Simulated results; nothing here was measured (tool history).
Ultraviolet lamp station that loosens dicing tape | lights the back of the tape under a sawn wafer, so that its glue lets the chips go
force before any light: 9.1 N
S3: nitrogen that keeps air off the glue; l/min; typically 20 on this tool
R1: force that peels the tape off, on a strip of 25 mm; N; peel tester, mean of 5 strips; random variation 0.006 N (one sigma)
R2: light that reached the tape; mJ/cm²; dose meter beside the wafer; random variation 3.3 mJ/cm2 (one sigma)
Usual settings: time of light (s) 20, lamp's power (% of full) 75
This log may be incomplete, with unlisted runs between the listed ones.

run 1 hour=0.0 | time_of_light_(s)=20 lamp's_power_(%_of_full)=75 S3=20 | R1=0.171 R2=519
run 2 hour=11.6 | time_of_light_(s)=20 lamp's_power_(%_of_full)=75 S3=20 | R1=0.171 R2=520
run 3 hour=34.8 | time_of_light_(s)=20 lamp's_power_(%_of_full)=75 S3=20 | R1=0.178 R2=519
run 4 hour=60.6 | time_of_light_(s)=20 lamp's_power_(%_of_full)=75 S3=20 | R1=0.164 R2=520
run 5 hour=83.2 | time_of_light_(s)=20 lamp's_power_(%_of_full)=75 S3=20 | R1=0.166 R2=517
run 6 hour=94.8 | time_of_light_(s)=20 lamp's_power_(%_of_full)=75 S3=20 | R1=0.173 R2=516
run 7 hour=106.6 | time_of_light_(s)=20 lamp's_power_(%_of_full)=75 S3=20 | R1=0.172 R2=519
run 8 hour=120.3 | time_of_light_(s)=14 lamp's_power_(%_of_full)=75 S3=20 | R1=0.452 R2=366
run 9 hour=145.6 | time_of_light_(s)=14 lamp's_power_(%_of_full)=75 S3=20 | R1=0.472 R2=360
run 10 hour=169.3 | time_of_light_(s)=14 lamp's_power_(%_of_full)=75 S3=20 | R1=0.462 R2=360
run 11 hour=181.3 | time_of_light_(s)=14 lamp's_power_(%_of_full)=75 S3=20 | R1=0.444 R2=362
run 12 hour=200.7 | time_of_light_(s)=19 lamp's_power_(%_of_full)=75 S3=20 | R1=0.198 R2=497
run 13 hour=227.4 | time_of_light_(s)=19 lamp's_power_(%_of_full)=75 S3=20 | R1=0.189 R2=492
run 14 hour=246.1 | time_of_light_(s)=20 lamp's_power_(%_of_full)=75 S3=20 | R1=0.171 R2=513
-- hour=250.6 window cleaned of glue's vapour
run 15 hour=273.5 | time_of_light_(s)=20 lamp's_power_(%_of_full)=75 S3=20 | R1=0.162 R2=523
run 16 hour=294.9 | time_of_light_(s)=20 lamp's_power_(%_of_full)=75 S3=20 | R1=0.172 R2=514
run 17 hour=318.3 | time_of_light_(s)=20 lamp's_power_(%_of_full)=75 S3=20 | R1=0.170 R2=526
run 18 hour=345.6 | time_of_light_(s)=20 lamp's_power_(%_of_full)=75 S3=20 | R1=0.165 R2=514
run 19 hour=373.5 | time_of_light_(s)=20 lamp's_power_(%_of_full)=75 S3=20 | R1=0.163 R2=516
run 20 hour=390.0 | time_of_light_(s)=20 lamp's_power_(%_of_full)=75 S3=20 | R1=0.168 R2=517
run 21 hour=411.0 | time_of_light_(s)=20 lamp's_power_(%_of_full)=75 S3=20 | R1=0.168 R2=520
run 22 hour=429.0 | time_of_light_(s)=20 lamp's_power_(%_of_full)=75 S3=20 | R1=0.167 R2=512
run 23 hour=455.6 | time_of_light_(s)=38 lamp's_power_(%_of_full)=61 S3=9 | R1=0.102 R2=808
run 24 hour=467.5 | time_of_light_(s)=38 lamp's_power_(%_of_full)=62 S3=6 | R1=0.133 R2=807
run 25 hour=479.7 | time_of_light_(s)=37 lamp's_power_(%_of_full)=74 S3=6 | R1=0.094 R2=944
run 26 hour=495.7 | time_of_light_(s)=33 lamp's_power_(%_of_full)=67 S3=31 | R1=0.075 R2=758
run 27 hour=508.4 | time_of_light_(s)=35 lamp's_power_(%_of_full)=96 S3=20 | R1=0.076 R2=1159
run 28 hour=533.8 | time_of_light_(s)=20 lamp's_power_(%_of_full)=88 S3=20 | R1=0.119 R2=604
run 29 hour=549.6 | time_of_light_(s)=11 lamp's_power_(%_of_full)=88 S3=20 | R1=0.572 R2=337
run 30 hour=575.4 | time_of_light_(s)=26 lamp's_power_(%_of_full)=100 S3=21 | R1=0.071 R2=898
run 31 hour=591.8 | time_of_light_(s)=15 lamp's_power_(%_of_full)=75 S3=20 | R1=0.385 R2=388
run 32 hour=612.1 | time_of_light_(s)=22 lamp's_power_(%_of_full)=95 S3=11 | R1=0.109 R2=728
-- hour=623.1 window cleaned of glue's vapour
run 33 hour=629.8 | time_of_light_(s)=40 lamp's_power_(%_of_full)=75 S3=20 | R1=0.072 R2=1029
run 34 hour=658.2 | time_of_light_(s)=17 lamp's_power_(%_of_full)=96 S3=34 | R1=0.115 R2=564
run 35 hour=670.9 | time_of_light_(s)=17 lamp's_power_(%_of_full)=96 S3=34 | R1=0.098 R2=564
run 36 hour=689.1 | time_of_light_(s)=22 lamp's_power_(%_of_full)=89 S3=33 | R1=0.080 R2=680
run 37 hour=714.7 | time_of_light_(s)=20 lamp's_power_(%_of_full)=87 S3=8 | R1=0.233 R2=596
run 38 hour=741.6 | time_of_light_(s)=20 lamp's_power_(%_of_full)=87 S3=8 | R1=0.237 R2=596
run 39 hour=755.7 | time_of_light_(s)=12 lamp's_power_(%_of_full)=87 S3=7 | R1=1.000 R2=359
run 40 hour=783.8 | time_of_light_(s)=12 lamp's_power_(%_of_full)=75 S3=20 | R1=0.688 R2=309
run 41 hour=803.2 | time_of_light_(s)=12 lamp's_power_(%_of_full)=75 S3=20 | R1=0.685 R2=311

Run 42 is up next; what results do you expect?
run 42 hour=827.7 | time_of_light_(s)=11 lamp's_power_(%_of_full)=89 S3=31 | R1=? R2=?

Run 42 measured R1 0.420 N, R2 336 mJ/cm².
Had the tool carried no hidden state, the very same run would have given R1 0.418 N, R2 337 mJ/cm².
